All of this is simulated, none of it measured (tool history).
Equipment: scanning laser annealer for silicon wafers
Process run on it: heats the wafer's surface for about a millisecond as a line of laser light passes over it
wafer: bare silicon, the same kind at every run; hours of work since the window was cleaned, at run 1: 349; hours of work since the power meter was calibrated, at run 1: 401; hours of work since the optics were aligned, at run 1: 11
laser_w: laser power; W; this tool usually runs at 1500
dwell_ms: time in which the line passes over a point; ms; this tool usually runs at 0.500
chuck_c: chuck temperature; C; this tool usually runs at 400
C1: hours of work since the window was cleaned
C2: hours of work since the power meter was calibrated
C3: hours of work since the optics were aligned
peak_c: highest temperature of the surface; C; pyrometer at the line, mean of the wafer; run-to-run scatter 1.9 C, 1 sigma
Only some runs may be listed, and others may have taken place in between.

run 1 day=0.000 | laser_w=1500 dwell_ms=0.500 chuck_c=400 | C1=349 C2=401 C3=11 | peak_c=1215
run 2 day=1.917 | laser_w=1500 dwell_ms=0.500 chuck_c=408 | C1=381 C2=433 C3=42 | peak_c=1230
run 3 day=2.958 | laser_w=1500 dwell_ms=0.500 chuck_c=408 | C1=398 C2=450 C3=59 | peak_c=1229
run 4 day=3.900 | laser_w=1500 dwell_ms=0.500 chuck_c=400 | C1=413 C2=465 C3=75 | peak_c=1217
run 5 day=5.417 | laser_w=1500 dwell_ms=0.446 chuck_c=400 | C1=438 C2=490 C3=100 | peak_c=1165
run 6 day=7.475 | laser_w=1500 dwell_ms=0.500 chuck_c=400 | C1=472 C2=524 C3=134 | peak_c=1221
run 7 day=9.167 | laser_w=1500 dwell_ms=0.500 chuck_c=400 | C1=500 C2=552 C3=161 | peak_c=1221
run 8 day=10.688 | laser_w=1500 dwell_ms=0.471 chuck_c=400 | C1=525 C2=577 C3=186 | peak_c=1190
run 9 day=12.158 | laser_w=1500 dwell_ms=0.471 chuck_c=400 | C1=549 C2=601 C3=210 | peak_c=1188
run 10 day=14.012 | laser_w=1500 dwell_ms=0.471 chuck_c=400 | C1=579 C2=631 C3=241 | peak_c=1190
run 11 day=15.200 | laser_w=1500 dwell_ms=0.511 chuck_c=400 | C1=599 C2=651 C3=260 | peak_c=1229
run 12 day=17.029 | laser_w=1500 dwell_ms=0.551 chuck_c=400 | C1=629 C2=681 C3=290 | peak_c=1268
run 13 day=18.262 | laser_w=1525 dwell_ms=0.500 chuck_c=400 | C1=649 C2=701 C3=311 | peak_c=1236
run 14 day=20.258 | laser_w=1301 dwell_ms=0.503 chuck_c=382 | C1=682 C2=734 C3=343 | peak_c=1085
run 15 day=22.038 | laser_w=1538 dwell_ms=0.573 chuck_c=382 | C1=711 C2=763 C3=373 | peak_c=1295
run 16 day=22.942 | laser_w=1312 dwell_ms=0.367 chuck_c=382 | C1=726 C2=778 C3=387 | peak_c=967
-- day=23.654 window over the wafer cleaned
run 17 day=23.883 | laser_w=1500 dwell_ms=0.526 chuck_c=391 | C1=4 C2=792 C3=401 | peak_c=1237
run 18 day=25.179 | laser_w=1500 dwell_ms=0.526 chuck_c=391 | C1=25 C2=813 C3=423 | peak_c=1238
run 19 day=26.733 | laser_w=1500 dwell_ms=0.554 chuck_c=391 | C1=51 C2=839 C3=448 | peak_c=1262
run 20 day=28.321 | laser_w=1457 dwell_ms=0.460 chuck_c=376 | C1=77 C2=865 C3=474 | peak_c=1133
run 21 day=29.183 | laser_w=1597 dwell_ms=0.391 chuck_c=437 | C1=91 C2=879 C3=488 | peak_c=1196
run 22 day=30.717 | laser_w=1368 dwell_ms=0.428 chuck_c=385 | C1=116 C2=904 C3=514 | peak_c=1061

Alternative continuations, all from the tool just after run 22; predict every row:
run A day=32.183 | laser_w=1500 dwell_ms=0.354 chuck_c=392 | C1=140 C2=928 C3=538 | peak_c=?
run B day=32.183 | laser_w=1550 dwell_ms=0.585 chuck_c=368 | C1=140 C2=928 C3=538 | peak_c=?
run C day=32.183 | laser_w=1442 dwell_ms=0.428 chuck_c=400 | C1=140 C2=928 C3=538 | peak_c=?
run D day=32.183 | laser_w=1500 dwell_ms=0.500 chuck_c=407 | C1=140 C2=928 C3=538 | peak_c=?
run E day=32.183 | laser_w=1368 dwell_ms=0.620 chuck_c=387 | C1=140 C2=928 C3=538 | peak_c=?

run=A peak_c=1059
run=B peak_c=1303
run=C peak_c=1112
run=D peak_c=1227
run=E peak_c=1231
With the hidden condition removed and each run's random variation left untouched, the same runs would have given:
run=A peak_c=1059
run=B peak_c=1304
run=C peak_c=1112
run=D peak_c=1227
run=E peak_c=1231

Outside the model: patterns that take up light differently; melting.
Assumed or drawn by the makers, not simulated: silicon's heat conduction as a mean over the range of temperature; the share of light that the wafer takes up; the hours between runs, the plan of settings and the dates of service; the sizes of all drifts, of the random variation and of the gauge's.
